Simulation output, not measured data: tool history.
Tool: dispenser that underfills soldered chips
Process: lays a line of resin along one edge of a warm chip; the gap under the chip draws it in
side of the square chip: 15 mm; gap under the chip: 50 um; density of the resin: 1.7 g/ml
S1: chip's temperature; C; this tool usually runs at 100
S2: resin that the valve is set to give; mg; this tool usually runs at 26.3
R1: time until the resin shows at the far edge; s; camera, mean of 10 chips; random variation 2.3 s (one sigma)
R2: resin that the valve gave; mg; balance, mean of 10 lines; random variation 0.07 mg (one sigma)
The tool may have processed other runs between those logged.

run    day   S1    S2     R1     R2
  1  0.000  100  26.3  296.7  25.45
  2  0.096  100  33.4  298.9  32.39
     0.162  -- new syringe of resin
  3  0.338  100  26.3  255.5  25.39
  4  0.508  100  25.6  285.6  24.74
     0.567  -- dispensing valve cleaned and set on the balance
     0.708  -- new syringe of resin
  5  0.721  100  25.6  225.6  25.43
  6  0.917  100  26.3  256.4  26.12
  7  1.058  100  26.3  289.6  26.05
  8  1.196  100  26.3  313.3  25.97
     1.221  -- new syringe of resin
  9  1.350  110  26.3  160.1  25.92
 10  1.446  100  26.3  271.7  25.81
 11  1.579  100  26.3  291.9  25.86
     1.733  -- new syringe of resin
 12  1.796  106  29.4  181.6  28.86
 13  1.954   86  25.1  533.6  24.63
 14  2.083   86  25.1  581.9  24.51
     2.242  -- new syringe of resin
 15  2.317  105  27.3  192.2  26.65
 16  2.483   91  27.3  412.6  26.53
 17  2.646  100  29.3  300.8  28.42
     2.754  -- new syringe of resin
 18  2.825   89  26.3  408.1  25.48
 19  2.971   90  28.8  420.8  27.99
 20  3.171   90  28.8  484.1  27.72
     3.267  -- new syringe of resin
 21  3.346   90  28.8  377.9  27.62

What if the next run were any one of these 5? Each begins from the tool's condition after run 21:
  A  3.446   88  33.9   ?   ?
  B  3.446  108  24.5   ?   ?
  C  3.446  108  30.8   ?   ?
  D  3.446   92  25.8   ?   ?
  E  3.446  111  32.4   ?   ?

run     R1     R2
  A  428.5  32.53
  B  182.3  23.48
  C  174.8  29.58
  D  378.0  24.76
  E  156.2  31.21
Without the tool's hidden state the same runs would have given:
run     R1     R2
  A  383.1  33.87
  B  161.2  24.44
  C  156.0  30.79
  D  335.1  25.78
  E  139.6  32.49

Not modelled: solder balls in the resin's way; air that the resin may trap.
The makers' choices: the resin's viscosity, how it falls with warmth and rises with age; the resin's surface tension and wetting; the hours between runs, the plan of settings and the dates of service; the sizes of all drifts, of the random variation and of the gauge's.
